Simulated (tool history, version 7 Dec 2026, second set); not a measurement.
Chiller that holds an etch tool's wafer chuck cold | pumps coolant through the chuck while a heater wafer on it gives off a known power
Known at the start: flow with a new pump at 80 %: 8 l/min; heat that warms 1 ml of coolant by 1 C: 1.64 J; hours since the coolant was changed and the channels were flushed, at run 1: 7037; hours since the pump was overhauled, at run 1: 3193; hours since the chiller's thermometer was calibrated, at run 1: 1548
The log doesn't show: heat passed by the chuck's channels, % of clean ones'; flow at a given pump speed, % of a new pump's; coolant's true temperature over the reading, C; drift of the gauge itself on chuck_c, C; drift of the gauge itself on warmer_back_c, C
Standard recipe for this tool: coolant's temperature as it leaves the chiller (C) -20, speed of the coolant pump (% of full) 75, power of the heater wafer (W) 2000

| run | hour | coolant's temperature as it leaves the chiller (C) | speed of the coolant pump (% of full) | power of the heater wafer (W) | hours since the coolant was changed and the channels were flushed | hours since the pump was overhauled | hours since the chiller's thermometer was calibrated | chuck's temperature once it has settled (C) | how much warmer the coolant comes back (C) |
|---|---|---|---|---|---|---|---|---|---|
| 1 | 0.0 | -20 | 75 | 2000 | 7037 | 3193 | 1548 | 0.7 | 10.32 |
| 2 | 42.2 | -17 | 75 | 2000 | 7079 | 3235 | 1590 | 3.8 | 10.33 |
| 3 | 110.8 | -20 | 93 | 2000 | 7148 | 3304 | 1658 | -2.7 | 8.22 |
| 4 | 171.1 | -20 | 75 | 2000 | 7208 | 3364 | 1719 | 0.9 | 10.32 |
| 5 | 250.5 | -20 | 69 | 2000 | 7288 | 3443 | 1798 | 2.7 | 11.26 |
| 6 | 298.4 | -20 | 69 | 2000 | 7336 | 3491 | 1846 | 2.8 | 11.31 |
| 7 | 382.6 | -20 | 69 | 2000 | 7420 | 3575 | 1930 | 2.8 | 11.29 |
| 8 | 465.8 | -20 | 69 | 2000 | 7503 | 3659 | 2013 | 3.1 | 11.31 |
| 9 | 507.5 | -15 | 69 | 1223 | 7545 | 3700 | 2055 | -1.1 | 6.91 |
| 10 | 548.4 | -15 | 69 | 1223 | 7586 | 3741 | 2096 | -0.7 | 6.96 |
| 11 | 625.7 | -23 | 99 | 2505 | 7663 | 3819 | 2173 | -2.6 | 9.78 |
| 12 | 679.4 | -23 | 99 | 2505 | 7717 | 3872 | 2227 | -2.4 | 9.84 |
| 13 | 753.6 | -23 | 99 | 2505 | 7791 | 3946 | 2301 | -2.7 | 9.75 |

What if the next run were any one of these 5? Each begins from the tool's condition after run 13:
| A | 793.9 | -17 | 83 | 2385 | 7831 | 3987 | 2341 | ? | ? |
| B | 793.9 | -11 | 75 | 2618 | 7831 | 3987 | 2341 | ? | ? |
| C | 793.9 | -20 | 91 | 1976 | 7831 | 3987 | 2341 | ? | ? |
| D | 793.9 | -23 | 99 | 2201 | 7831 | 3987 | 2341 | ? | ? |
| E | 793.9 | -23 | 92 | 2505 | 7831 | 3987 | 2341 | ? | ? |

| run | chuck's temperature once it has settled (C) | how much warmer the coolant comes back (C) |
|---|---|---|
| A | 6.1 | 11.16 |
| B | 17.1 | 13.66 |
| C | -2.5 | 8.41 |
| D | -4.9 | 8.63 |
| E | -1.0 | 10.53 |
Without the tool's hidden state the same runs would have given:
| run | chuck's temperature once it has settled (C) | how much warmer the coolant comes back (C) |
|---|---|---|
| A | 1.8 | 10.45 |
| B | 12.0 | 12.79 |
| C | -5.8 | 7.89 |
| D | -8.2 | 8.09 |
| E | -5.0 | 9.87 |
